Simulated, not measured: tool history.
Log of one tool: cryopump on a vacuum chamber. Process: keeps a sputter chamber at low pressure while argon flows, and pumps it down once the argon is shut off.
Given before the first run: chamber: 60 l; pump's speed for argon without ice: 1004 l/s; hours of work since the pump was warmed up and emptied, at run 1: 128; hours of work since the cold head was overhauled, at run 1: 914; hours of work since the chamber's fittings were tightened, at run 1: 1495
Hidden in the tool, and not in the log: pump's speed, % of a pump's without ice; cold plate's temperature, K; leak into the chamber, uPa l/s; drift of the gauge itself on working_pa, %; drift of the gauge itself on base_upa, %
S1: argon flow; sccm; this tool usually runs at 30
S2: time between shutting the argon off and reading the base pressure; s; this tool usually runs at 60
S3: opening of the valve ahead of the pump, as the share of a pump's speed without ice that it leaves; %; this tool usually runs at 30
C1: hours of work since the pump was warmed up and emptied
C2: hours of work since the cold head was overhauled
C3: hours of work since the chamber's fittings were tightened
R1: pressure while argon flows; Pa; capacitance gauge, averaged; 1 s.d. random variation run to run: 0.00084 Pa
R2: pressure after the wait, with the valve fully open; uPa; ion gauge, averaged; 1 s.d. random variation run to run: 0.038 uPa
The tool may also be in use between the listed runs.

| run | hour | S1 | S2 | S3 | C1 | C2 | C3 | R1 | R2 |
|---|---|---|---|---|---|---|---|---|---|
| 1 | 0 | 30 | 60 | 30 | 128 | 914 | 1495 | 0.1721 | 3.57 |
| 2 | 12.1 | 30 | 60 | 30 | 139 | 924 | 1505 | 0.1722 | 3.55 |
| 3 | 36.2 | 30 | 60 | 30 | 160 | 945 | 1526 | 0.1734 | 3.63 |
| 4 | 63.1 | 30 | 60 | 30 | 183 | 969 | 1550 | 0.1739 | 3.57 |
| 5 | 82.5 | 30 | 60 | 30 | 200 | 986 | 1567 | 0.1741 | 3.77 |
| 6 | 96 | 30 | 60 | 30 | 212 | 997 | 1578 | 0.175 | 3.7 |
| 7 | 120 | 22 | 60 | 30 | 233 | 1018 | 1599 | 0.1276 | 3.75 |
| 8 | 143.5 | 30 | 140 | 30 | 253 | 1039 | 1620 | 0.1767 | 2.72 |
| 9 | 156.3 | 30 | 40 | 30 | 265 | 1050 | 1631 | 0.176 | 4.62 |
| 10 | 169.2 | 30 | 40 | 30 | 276 | 1061 | 1642 | 0.1758 | 4.71 |
| 11 | 196 | 30 | 40 | 30 | 299 | 1085 | 1666 | 0.1774 | 4.8 |
| 12 | 220 | 30 | 40 | 30 | 320 | 1106 | 1687 | 0.1773 | 4.84 |
| 13 | 246.3 | 30 | 40 | 30 | 343 | 1129 | 1710 | 0.1796 | 4.82 |
| 14 | 263.7 | 30 | 40 | 30 | 358 | 1144 | 1725 | 0.1778 | 5.08 |
| 15 | 290.8 | 13 | 238 | 15 | 382 | 1168 | 1749 | 0.1518 | 2.55 |
| 16 | 309.4 | 30 | 202 | 20 | 398 | 1184 | 1765 | 0.265 | 2.7 |
| 17 | 322.8 | 30 | 72 | 31 | 410 | 1196 | 1776 | 0.1746 | 3.74 |
| 18 | 348.4 | 15 | 114 | 20 | 432 | 1218 | 1799 | 0.1326 | 3.28 |
| 19 | 369.7 | 15 | 114 | 20 | 451 | 1237 | 1817 | 0.1333 | 3.32 |
| 20 | 397.2 | 37 | 60 | 33 | 475 | 1261 | 1841 | 0.2041 | 4.24 |
| 21 | 423.8 | 37 | 60 | 33 | 498 | 1284 | 1865 | 0.208 | 4.25 |
| 22 | 446.3 | 38 | 26 | 26 | 518 | 1303 | 1884 | 0.2652 | 6.83 |
| 23 | 467.7 | 38 | 26 | 26 | 537 | 1322 | 1903 | 0.2651 | 6.86 |
| 24 | 493.1 | 30 | 68 | 30 | 559 | 1344 | 1925 | 0.1849 | 4.1 |
| 25 | 515.1 | 18 | 39 | 45 | 578 | 1363 | 1944 | 0.0776 | 5.54 |
| 26 | 532.2 | 37 | 63 | 21 | 593 | 1378 | 1959 | 0.3165 | 4.37 |
| 27 | 554.3 | 13 | 63 | 24 | 612 | 1398 | 1979 | 0.0998 | 4.34 |

Consider 5 possible next runs. They are alternatives, not a sequence: every one starts from the tool as it was left by run 27. What does each give?
| A | 569.6 | 12 | 117 | 24 | 626 | 1411 | 1992 | ? | ? |
| B | 569.6 | 13 | 63 | 38 | 626 | 1411 | 1992 | ? | ? |
| C | 569.6 | 13 | 170 | 24 | 626 | 1411 | 1992 | ? | ? |
| D | 569.6 | 15 | 67 | 52 | 626 | 1411 | 1992 | ? | ? |
| E | 569.6 | 30 | 60 | 31 | 626 | 1411 | 1992 | ? | ? |

| run | R1 | R2 |
|---|---|---|
| A | 0.0912 | 3.66 |
| B | 0.0662 | 4.45 |
| C | 0.0995 | 3.35 |
| D | 0.0586 | 4.38 |
| E | 0.1816 | 4.61 |
With the hidden condition removed and each run's random variation left untouched, the same runs would have given:
| run | R1 | R2 |
|---|---|---|
| A | 0.0837 | 1.24 |
| B | 0.058 | 2.07 |
| C | 0.0913 | 0.95 |
| D | 0.0491 | 1.98 |
| E | 0.1627 | 2.19 |
